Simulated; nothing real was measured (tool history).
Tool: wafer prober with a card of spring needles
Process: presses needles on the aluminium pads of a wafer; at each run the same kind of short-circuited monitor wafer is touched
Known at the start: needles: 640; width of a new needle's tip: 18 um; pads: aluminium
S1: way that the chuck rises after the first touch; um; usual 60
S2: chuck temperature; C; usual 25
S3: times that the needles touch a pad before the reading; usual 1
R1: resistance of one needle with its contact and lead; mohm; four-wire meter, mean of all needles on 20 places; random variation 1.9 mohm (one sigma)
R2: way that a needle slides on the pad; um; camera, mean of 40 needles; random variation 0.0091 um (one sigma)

run	hour	S1	S2	S3	R1	R2
1	0	60	25	1	213	15.416
# hour 14.4: tips cleaned on abrasive film
2	18.7	60	25	1	247	15.409
# hour 28.8: tips cleaned on abrasive film
3	29.9	60	25	1	223	15.391
# hour 42.7: tips cleaned on abrasive film
4	50	60	25	1	265	15.363
# hour 57.1: tips cleaned on abrasive film
5	68.6	60	73	1	287	15.354
# hour 71.1: tips cleaned on abrasive film
6	77.4	60	73	1	271	15.334
# hour 84.5: tips cleaned on abrasive film
7	87.6	74	25	1	227	18.918
# hour 96: height of the first contact set anew
# hour 98.1: tips cleaned on abrasive film
8	98.1	74	92	1	222	18.854
9	110	60	120	1	291	15.271
# hour 112.8: tips cleaned on abrasive film
# hour 126.8: tips cleaned on abrasive film
10	126.9	60	25	1	216	15.225
# hour 140.4: height of the first contact set anew, once more
# hour 140.5: tips cleaned on abrasive film
11	146	60	25	1	252	15.468
# hour 154.5: tips cleaned on abrasive film
12	165.2	60	25	1	276	15.448
# hour 168.7: tips cleaned on abrasive film
13	174.9	60	25	1	259	15.428
# hour 183.6: tips cleaned on abrasive film
14	192.2	73	25	1	252	18.767
# hour 198: tips cleaned on abrasive film
15	200.9	73	25	1	228	18.751
# hour 212.7: tips cleaned on abrasive film
16	215.4	60	34	1	244	15.375
# hour 225.9: tips cleaned on abrasive film
17	230.8	60	25	1	259	15.366
# hour 239.3: tips cleaned on abrasive film
18	239.3	66	25	2	209	16.9
# hour 252.5: tips cleaned on abrasive film
19	252.5	76	25	1	206	19.463
20	265.4	76	25	1	252	19.464
# hour 266.3: tips cleaned on abrasive film
21	277.5	45	80	1	326	11.43
# hour 280.1: tips cleaned on abrasive film
22	288.2	45	80	1	326	11.401

Forecast run 23:
# hour 293.9: tips cleaned on abrasive film
# hour 294.2: height of the first contact set anew
23	303.1	45	80	1	?	?

{"run 23": {"R1": 325, "R2": 11.615}}
Without the tool's hidden state the same run would have given R1 226 mohm, R2 11.615 um.
